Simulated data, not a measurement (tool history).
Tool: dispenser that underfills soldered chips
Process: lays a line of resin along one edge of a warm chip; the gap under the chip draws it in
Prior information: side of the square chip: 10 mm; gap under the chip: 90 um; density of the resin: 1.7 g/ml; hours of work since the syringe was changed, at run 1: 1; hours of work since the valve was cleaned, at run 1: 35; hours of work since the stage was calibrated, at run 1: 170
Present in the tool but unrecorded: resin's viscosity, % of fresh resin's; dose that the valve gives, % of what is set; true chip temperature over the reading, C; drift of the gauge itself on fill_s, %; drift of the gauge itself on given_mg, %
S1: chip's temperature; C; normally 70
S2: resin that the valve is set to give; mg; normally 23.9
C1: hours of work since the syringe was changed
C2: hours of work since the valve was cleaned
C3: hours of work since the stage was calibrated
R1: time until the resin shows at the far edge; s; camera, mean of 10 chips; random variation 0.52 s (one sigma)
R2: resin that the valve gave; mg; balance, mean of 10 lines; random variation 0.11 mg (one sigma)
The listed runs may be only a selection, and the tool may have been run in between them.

run 1 hour=0.0 | S1=70 S2=23.9 | C1=1 C2=35 C3=170 | R1=44.4 R2=23.33
-- hour=9.7 new syringe of resin
run 2 hour=11.0 | S1=70 S2=23.9 | C1=1 C2=43 C3=179 | R1=42.4 R2=23.09
run 3 hour=20.0 | S1=59 S2=23.9 | C1=8 C2=50 C3=186 | R1=120.1 R2=23.22
-- hour=21.2 new syringe of resin
run 4 hour=30.8 | S1=59 S2=23.9 | C1=8 C2=59 C3=194 | R1=117.5 R2=22.89
-- hour=33.1 new syringe of resin
run 5 hour=39.5 | S1=59 S2=23.9 | C1=5 C2=65 C3=201 | R1=96.4 R2=22.45
-- hour=45.0 new syringe of resin
-- hour=47.2 dispensing valve cleaned and set on the balance
run 6 hour=47.3 | S1=59 S2=23.9 | C1=1 C2=0 C3=206 | R1=74.0 R2=23.97
-- hour=58.3 new syringe of resin
run 7 hour=59.2 | S1=59 S2=23.9 | C1=1 C2=9 C3=215 | R1=70.2 R2=23.46
-- hour=70.1 new syringe of resin
run 8 hour=72.4 | S1=59 S2=23.9 | C1=2 C2=20 C3=226 | R1=77.9 R2=23.64
run 9 hour=79.1 | S1=59 S2=23.9 | C1=7 C2=25 C3=231 | R1=112.4 R2=23.34
-- hour=82.3 new syringe of resin
run 10 hour=88.0 | S1=59 S2=23.9 | C1=5 C2=32 C3=238 | R1=92.1 R2=23.45
-- hour=93.7 new syringe of resin
run 11 hour=95.8 | S1=59 S2=23.9 | C1=2 C2=38 C3=244 | R1=74.9 R2=23.29
-- hour=105.4 new syringe of resin
run 12 hour=107.2 | S1=70 S2=23.9 | C1=1 C2=47 C3=253 | R1=42.6 R2=23.08
-- hour=117.5 new syringe of resin
run 13 hour=120.3 | S1=70 S2=23.9 | C1=2 C2=57 C3=263 | R1=46.5 R2=22.92
run 14 hour=128.1 | S1=70 S2=21.0 | C1=8 C2=63 C3=269 | R1=72.8 R2=19.99
-- hour=129.3 new syringe of resin
run 15 hour=135.1 | S1=70 S2=28.4 | C1=5 C2=68 C3=274 | R1=52.1 R2=27.25
-- hour=138.7 dispensing valve cleaned and set on the balance
-- hour=142.7 new syringe of resin
run 16 hour=148.8 | S1=70 S2=28.4 | C1=5 C2=8 C3=284 | R1=53.2 R2=28.56
-- hour=154.6 new syringe of resin
run 17 hour=155.6 | S1=70 S2=23.9 | C1=1 C2=13 C3=289 | R1=41.4 R2=23.77
run 18 hour=164.9 | S1=70 S2=23.9 | C1=8 C2=20 C3=297 | R1=67.5 R2=23.50
-- hour=167.0 new syringe of resin
run 19 hour=173.6 | S1=64 S2=28.6 | C1=5 C2=27 C3=303 | R1=72.8 R2=27.99
-- hour=178.8 new syringe of resin
run 20 hour=185.6 | S1=59 S2=21.6 | C1=5 C2=36 C3=313 | R1=97.4 R2=20.90
-- hour=190.3 new syringe of resin
run 21 hour=193.9 | S1=59 S2=21.6 | C1=3 C2=43 C3=319 | R1=80.6 R2=20.88
-- hour=201.9 new syringe of resin
run 22 hour=201.9 | S1=60 S2=27.1 | C1=0 C2=49 C3=325 | R1=64.1 R2=26.15
run 23 hour=212.1 | S1=63 S2=26.0 | C1=8 C2=57 C3=333 | R1=93.3 R2=24.63
-- hour=214.1 new syringe of resin
run 24 hour=224.5 | S1=66 S2=22.8 | C1=8 C2=67 C3=343 | R1=83.5 R2=21.75
-- hour=226.0 new syringe of resin
-- hour=230.8 dispensing valve cleaned and set on the balance
run 25 hour=234.1 | S1=56 S2=28.4 | C1=6 C2=3 C3=350 | R1=109.0 R2=28.51
-- hour=239.3 new syringe of resin
run 26 hour=246.3 | S1=59 S2=21.3 | C1=6 C2=12 C3=359 | R1=99.9 R2=21.29
-- hour=251.1 new syringe of resin
-- hour=252.1 stage's temperature calibrated
run 27 hour=259.3 | S1=82 S2=21.1 | C1=6 C2=21 C3=6 | R1=38.0 R2=20.86
-- hour=264.3 new syringe of resin
run 28 hour=265.0 | S1=79 S2=28.8 | C1=1 C2=26 C3=10 | R1=28.9 R2=28.13
run 29 hour=273.7 | S1=58 S2=26.4 | C1=7 C2=33 C3=17 | R1=129.2 R2=25.62
-- hour=276.4 new syringe of resin
run 30 hour=281.8 | S1=68 S2=26.4 | C1=4 C2=39 C3=23 | R1=62.1 R2=25.78
-- hour=288.1 new syringe of resin
run 31 hour=288.1 | S1=72 S2=21.7 | C1=0 C2=44 C3=28 | R1=39.2 R2=21.13
run 32 hour=297.8 | S1=72 S2=21.7 | C1=8 C2=51 C3=36 | R1=67.0 R2=20.80
-- hour=300.3 new syringe of resin
run 33 hour=307.4 | S1=59 S2=20.8 | C1=6 C2=59 C3=43 | R1=113.1 R2=19.93
-- hour=311.7 new syringe of resin
run 34 hour=313.9 | S1=74 S2=26.5 | C1=2 C2=64 C3=48 | R1=38.0 R2=25.32
run 35 hour=321.7 | S1=60 S2=23.9 | C1=8 C2=70 C3=54 | R1=119.3 R2=22.89
-- hour=323.1 new syringe of resin
-- hour=324.1 dispensing valve cleaned and set on the balance
run 36 hour=329.6 | S1=77 S2=21.0 | C1=4 C2=4 C3=60 | R1=42.3 R2=21.13

What if the next run were any one of these 3? Each begins from the tool's condition after run 36:
-- hour=336.4 new syringe of resin
run A hour=339.5 | S1=85 S2=23.1 | C1=2 C2=12 C3=67 | R1=? R2=?
-- hour=336.4 new syringe of resin
run B hour=339.5 | S1=67 S2=22.4 | C1=2 C2=12 C3=67 | R1=? R2=?
-- hour=336.4 new syringe of resin
run C hour=339.5 | S1=59 S2=21.9 | C1=2 C2=12 C3=67 | R1=? R2=?

run=A R1=24.7 R2=22.98
run=B R1=56.8 R2=22.19
run=C R1=87.4 R2=21.78
Without the tool's hidden state the same runs would have given:
run=A R1=21.1 R2=23.16
run=B R1=48.7 R2=22.36
run=C R1=75.1 R2=21.95
